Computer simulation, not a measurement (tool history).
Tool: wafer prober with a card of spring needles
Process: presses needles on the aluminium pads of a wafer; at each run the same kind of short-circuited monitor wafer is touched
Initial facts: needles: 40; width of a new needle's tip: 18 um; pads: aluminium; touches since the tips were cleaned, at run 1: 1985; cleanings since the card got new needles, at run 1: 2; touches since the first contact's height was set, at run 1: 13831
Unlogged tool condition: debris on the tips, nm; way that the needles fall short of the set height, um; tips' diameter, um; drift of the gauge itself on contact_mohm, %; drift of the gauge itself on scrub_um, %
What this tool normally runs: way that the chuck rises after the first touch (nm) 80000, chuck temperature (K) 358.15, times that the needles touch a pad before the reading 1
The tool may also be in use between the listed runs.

run	hour	way that the chuck rises after the first touch (nm)	chuck temperature (K)	times that the needles touch a pad before the reading	touches since the tips were cleaned	cleanings since the card got new needles	touches since the first contact's height was set	resistance of one needle with its contact and lead (mohm)	way that a needle slides on the pad (nm)
1	0.0	80000	358.15	1	1985	2	13831	395	11830
# hour 14.6: tips cleaned on abrasive film
2	25.2	81000	358.15	1	2630	3	20068	414	11990
# hour 37.8: tips cleaned on abrasive film
3	42.3	81000	358.15	1	1108	4	24283	353	12030
4	53.9	81000	358.15	1	3996	4	27171	439	11980
# hour 61.8: tips cleaned on abrasive film
5	69.6	81000	358.15	1	1946	5	31040	395	11960
# hour 85.0: tips cleaned on abrasive film
6	95.2	81000	358.15	1	2532	6	37372	401	12000
# hour 108.0: tips cleaned on abrasive film
7	112.4	81000	358.15	1	1096	7	41604	344	11970
8	124.9	81000	358.15	1	4197	7	44705	437	11900
# hour 131.9: tips cleaned on abrasive film
9	143.5	72000	358.15	1	2890	8	49307	443	10660
# hour 155.8: tips cleaned on abrasive film
10	166.4	72000	358.15	1	2616	9	54950	432	10570
# hour 178.5: tips cleaned on abrasive film
11	187.6	72000	301.15	1	2269	10	60197	415	10590
# hour 201.9: tips cleaned on abrasive film
12	214.5	72000	301.15	1	3127	11	66839	463	10620
# hour 224.6: tips cleaned on abrasive film
13	235.0	91000	330.15	3	2587	12	71921	310	13340
# hour 247.9: tips cleaned on abrasive film
14	247.9	74000	358.15	1	0	13	75098	295	10740
# hour 250.8: height of the first contact set anew
15	259.7	74000	358.15	1	2849	13	2223	439	10710
# hour 271.3: tips cleaned on abrasive film
16	286.2	80000	358.15	2	3710	14	8776	381	11540
# hour 295.3: tips cleaned on abrasive film
17	311.4	67000	358.15	2	4008	15	15016	422	9620
# hour 318.8: tips cleaned on abrasive film
# hour 322.8: height of the first contact set anew, once more
18	327.4	67000	358.15	2	2062	16	1142	380	9910
19	341.4	75000	358.15	1	5548	16	4628	487	11110
# hour 343.3: tips cleaned on abrasive film
20	356.3	74000	358.15	2	3218	17	8297	388	10960
# hour 368.2: tips cleaned on abrasive film
21	372.6	80000	358.15	1	1079	18	12316	354	11850
22	386.6	66000	358.15	2	4547	18	15784	425	9740
# hour 391.0: tips cleaned on abrasive film
23	411.2	71000	348.15	2	5017	19	21869	424	10500
# hour 415.7: tips cleaned on abrasive film
24	436.8	93000	358.15	1	5238	20	28213	419	13770

How the hidden state differs across the entries between the runs, from the last listed run before each to the first after it:
Run 1 -> run 2: tips cleaned on abrasive film (hour 14.6)
  debris on the tips, nm: 117.9 -> 132.5; way that the needles fall short of the set height, um: 0.2 -> 0.28; tips' diameter, um: 18.07 -> 18.1
  what was measured, less what the result would be without the hidden state, resistance of one needle with its contact and lead (mohm): +113 -> +127; way that a needle slides on the pad (nm): -30 -> -50
Run 2 -> run 3: tips cleaned on abrasive film (hour 37.8)
  debris on the tips, nm: 132.5 -> 70.3; way that the needles fall short of the set height, um: 0.28 -> 0.35; tips' diameter, um: 18.1 -> 18.12
  what was measured, less what the result would be without the hidden state, resistance of one needle with its contact and lead (mohm): +127 -> +67; way that a needle slides on the pad (nm): -50 -> -50
Run 4 -> run 5: tips cleaned on abrasive film (hour 61.8)
  debris on the tips, nm: 156.6 -> 110.5; way that the needles fall short of the set height, um: 0.35 -> 0.43; tips' diameter, um: 18.12 -> 18.15
  what was measured, less what the result would be without the hidden state, resistance of one needle with its contact and lead (mohm): +151 -> +107; way that a needle slides on the pad (nm): -50 -> -60
Run 5 -> run 6: tips cleaned on abrasive film (hour 85.0)
  debris on the tips, nm: 110.5 -> 122.9; way that the needles fall short of the set height, um: 0.43 -> 0.54; tips' diameter, um: 18.15 -> 18.19
  what was measured, less what the result would be without the hidden state, resistance of one needle with its contact and lead (mohm): +107 -> +118; way that a needle slides on the pad (nm): -60 -> -80
Run 6 -> run 7: tips cleaned on abrasive film (hour 108.0)
  debris on the tips, nm: 122.9 -> 66.2; way that the needles fall short of the set height, um: 0.54 -> 0.61; tips' diameter, um: 18.19 -> 18.21
  what was measured, less what the result would be without the hidden state, resistance of one needle with its contact and lead (mohm): +118 -> +63; way that a needle slides on the pad (nm): -80 -> -90
Run 8 -> run 9: tips cleaned on abrasive film (hour 131.9)
  debris on the tips, nm: 160 -> 131.8; way that the needles fall short of the set height, um: 0.61 -> 0.72; tips' diameter, um: 18.21 -> 18.25
  what was measured, less what the result would be without the hidden state, resistance of one needle with its contact and lead (mohm): +154 -> +158; way that a needle slides on the pad (nm): -100 -> -110
Run 9 -> run 10: tips cleaned on abrasive film (hour 155.8)
  debris on the tips, nm: 131.8 -> 125.2; way that the needles fall short of the set height, um: 0.72 -> 0.81; tips' diameter, um: 18.25 -> 18.28
  what was measured, less what the result would be without the hidden state, resistance of one needle with its contact and lead (mohm): +158 -> +150; way that a needle slides on the pad (nm): -110 -> -130
Run 10 -> run 11: tips cleaned on abrasive film (hour 178.5)
  debris on the tips, nm: 125.2 -> 112.4; way that the needles fall short of the set height, um: 0.81 -> 0.92; tips' diameter, um: 18.28 -> 18.32
  what was measured, less what the result would be without the hidden state, resistance of one needle with its contact and lead (mohm): +150 -> +148; way that a needle slides on the pad (nm): -130 -> -140
Run 11 -> run 12: tips cleaned on abrasive film (hour 201.9)
  debris on the tips, nm: 112.4 -> 144.9; way that the needles fall short of the set height, um: 0.92 -> 1; tips' diameter, um: 18.32 -> 18.35
  what was measured, less what the result would be without the hidden state, resistance of one needle with its contact and lead (mohm): +148 -> +193; way that a needle slides on the pad (nm): -140 -> -150
Run 12 -> run 13: tips cleaned on abrasive film (hour 224.6)
  debris on the tips, nm: 144.9 -> 125.9; way that the needles fall short of the set height, um: 1 -> 1.12; tips' diameter, um: 18.35 -> 18.39
  what was measured, less what the result would be without the hidden state, resistance of one needle with its contact and lead (mohm): +193 -> +38; way that a needle slides on the pad (nm): -150 -> -170
Run 13 -> run 14: tips cleaned on abrasive film (hour 247.9)
  debris on the tips, nm: 125.9 -> 12.6; way that the needles fall short of the set height, um: 1.12 -> 1.21; tips' diameter, um: 18.39 -> 18.42
  what was measured, less what the result would be without the hidden state, resistance of one needle with its contact and lead (mohm): +38 -> +15; way that a needle slides on the pad (nm): -170 -> -180
Run 14 -> run 15: height of the first contact set anew (hour 250.8)
  debris on the tips, nm: 12.6 -> 131.3; way that the needles fall short of the set height, um: 1.21 -> 1.9
  what was measured, less what the result would be without the hidden state, resistance of one needle with its contact and lead (mohm): +15 -> +156; way that a needle slides on the pad (nm): -180 -> -280
Run 15 -> run 16: tips cleaned on abrasive film (hour 271.3)
  debris on the tips, nm: 131.3 -> 152.9; way that the needles fall short of the set height, um: 1.9 -> 1.96; tips' diameter, um: 18.42 -> 18.45
  what was measured, less what the result would be without the hidden state, resistance of one needle with its contact and lead (mohm): +156 -> +96; way that a needle slides on the pad (nm): -280 -> -290
Run 16 -> run 17: tips cleaned on abrasive film (hour 295.3)
  debris on the tips, nm: 152.9 -> 154; way that the needles fall short of the set height, um: 1.96 -> 2.08; tips' diameter, um: 18.45 -> 18.49
  what was measured, less what the result would be without the hidden state, resistance of one needle with its contact and lead (mohm): +96 -> +135; way that a needle slides on the pad (nm): -290 -> -310
Run 17 -> run 18: tips cleaned on abrasive film (hour 318.8); height of the first contact set anew, once more (hour 322.8)
  debris on the tips, nm: 154 -> 111.8; way that the needles fall short of the set height, um: 2.08 -> 0; tips' diameter, um: 18.49 -> 18.51
  what was measured, less what the result would be without the hidden state, resistance of one needle with its contact and lead (mohm): +135 -> +92; way that a needle slides on the pad (nm): -310 -> +0
Run 19 -> run 20: tips cleaned on abrasive film (hour 343.3)
  debris on the tips, nm: 182.4 -> 145.4; way that the needles fall short of the set height, um: 0 -> 0.11; tips' diameter, um: 18.51 -> 18.55
  what was measured, less what the result would be without the hidden state, resistance of one needle with its contact and lead (mohm): +203 -> +101; way that a needle slides on the pad (nm): +0 -> -10
Run 20 -> run 21: tips cleaned on abrasive film (hour 368.2)
  debris on the tips, nm: 145.4 -> 72.2; way that the needles fall short of the set height, um: 0.11 -> 0.23; tips' diameter, um: 18.55 -> 18.59
  what was measured, less what the result would be without the hidden state, resistance of one needle with its contact and lead (mohm): +101 -> +72; way that a needle slides on the pad (nm): -10 -> -30
Run 22 -> run 23: tips cleaned on abrasive film (hour 391.0)
  debris on the tips, nm: 166.9 -> 174.1; way that the needles fall short of the set height, um: 0.23 -> 0.34; tips' diameter, um: 18.59 -> 18.63
  what was measured, less what the result would be without the hidden state, resistance of one needle with its contact and lead (mohm): +142 -> +136; way that a needle slides on the pad (nm): -30 -> -50
Run 23 -> run 24: tips cleaned on abrasive film (hour 415.7)
  debris on the tips, nm: 174.1 -> 179.3; way that the needles fall short of the set height, um: 0.34 -> 0.46; tips' diameter, um: 18.63 -> 18.67
  what was measured, less what the result would be without the hidden state, resistance of one needle with its contact and lead (mohm): +136 -> +140; way that a needle slides on the pad (nm): -50 -> -70
